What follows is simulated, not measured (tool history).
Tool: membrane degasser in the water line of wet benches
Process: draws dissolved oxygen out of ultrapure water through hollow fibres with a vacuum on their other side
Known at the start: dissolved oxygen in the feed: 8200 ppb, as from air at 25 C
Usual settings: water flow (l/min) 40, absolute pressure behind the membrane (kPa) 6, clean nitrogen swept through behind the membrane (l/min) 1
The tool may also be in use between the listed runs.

| run | hour | water flow (l/min) | absolute pressure behind the membrane (kPa) | clean nitrogen swept through behind the membrane (l/min) | dissolved oxygen in the water behind the degasser (ppb) | pressure that the water loses in the fibres (kPa) |
|---|---|---|---|---|---|---|
| 1 | 0 | 40 | 6 | 1 | 435.4 | 35.12 |
| 2 | 151.4 | 49 | 6 | 1 | 563.8 | 43.35 |
|  | 304 | seals of the vacuum lines changed |
| 3 | 383.5 | 49 | 6 | 1 | 568 | 42.72 |
| 4 | 645.4 | 40 | 6 | 1 | 432.1 | 35.48 |
| 5 | 775.5 | 40 | 6 | 1 | 444.2 | 35.54 |
| 6 | 1039.3 | 40 | 6 | 0.84 | 479.6 | 35.12 |
| 7 | 1336.5 | 40 | 10.35 | 1 | 740.1 | 35.42 |
| 8 | 1533 | 40 | 10.35 | 1 | 749 | 35.7 |
| 9 | 1801.6 | 40 | 6 | 1 | 446 | 35.54 |
| 10 | 2008.8 | 40 | 6 | 2.04 | 346.1 | 35.69 |
|  | 2028.3 | vacuum gauge calibrated |
| 11 | 2248.8 | 40 | 6 | 2.04 | 359.4 | 35.5 |
| 12 | 2529.9 | 40 | 6 | 0.71 | 540 | 35.8 |
| 13 | 2796.2 | 40 | 6 | 0.71 | 542.3 | 35.8 |
| 14 | 3039 | 40 | 6 | 1 | 468.4 | 35.94 |
| 15 | 3270 | 40 | 6 | 1 | 478 | 36.1 |
| 16 | 3571.1 | 40 | 6 | 1 | 478.5 | 36.24 |
|  | 3687.7 | vacuum gauge calibrated, once more |
| 17 | 3709.6 | 40 | 6 | 1 | 448.8 | 36.16 |
| 18 | 3970.7 | 40 | 6 | 0.43 | 606.1 | 36.23 |
| 19 | 4146.8 | 40 | 6 | 0.43 | 618.7 | 36.08 |
| 20 | 4337.2 | 40 | 6 | 0.43 | 617.7 | 35.93 |
| 21 | 4487.8 | 40 | 6 | 0.43 | 620.3 | 36.24 |
| 22 | 4632.6 | 33 | 6 | 0.49 | 478 | 30.03 |
| 23 | 4828 | 33 | 6 | 0.49 | 471.1 | 30.36 |
| 24 | 4956.6 | 63 | 6.04 | 2.26 | 676.2 | 57.67 |
| 25 | 5202.8 | 28 | 6 | 2.78 | 176.1 | 25.59 |
| 26 | 5367.7 | 28 | 9.06 | 2.78 | 251 | 25.74 |
| 27 | 5549.9 | 28 | 9.06 | 2.78 | 253.3 | 25.13 |
| 28 | 5791.6 | 28 | 9.06 | 2.78 | 247.8 | 25.72 |
| 29 | 5978 | 40 | 6 | 1.51 | 400.9 | 36.86 |
| 30 | 6266.7 | 40 | 6 | 1.51 | 407.2 | 36.92 |
| 31 | 6435.7 | 40 | 6 | 1.51 | 410 | 37.4 |
| 32 | 6696.2 | 40 | 6 | 1.51 | 421.8 | 37.17 |
| 33 | 6971 | 40 | 3.89 | 1.51 | 307.5 | 37.2 |

3 ways to go on from here, each from the tool as it stands after run 33. What would each give?
|  | 7095.1 | seals of the vacuum lines changed |
| A | 7217 | 45 | 3.92 | 0.4 | ? | ? |
|  | 7095.1 | seals of the vacuum lines changed |
| B | 7217 | 25 | 6 | 1 | ? | ? |
|  | 7095.1 | seals of the vacuum lines changed |
| C | 7217 | 40 | 5.48 | 1.51 | ? | ? |

| run | dissolved oxygen in the water behind the degasser (ppb) | pressure that the water loses in the fibres (kPa) |
|---|---|---|
| A | 467.1 | 42 |
| B | 251.2 | 23.36 |
| C | 392.6 | 37.12 |
Without the tool's hidden state the same runs would have given:
| run | dissolved oxygen in the water behind the degasser (ppb) | pressure that the water loses in the fibres (kPa) |
|---|---|---|
| A | 329.9 | 37.47 |
| B | 201.9 | 20.85 |
| C | 294.5 | 33.13 |
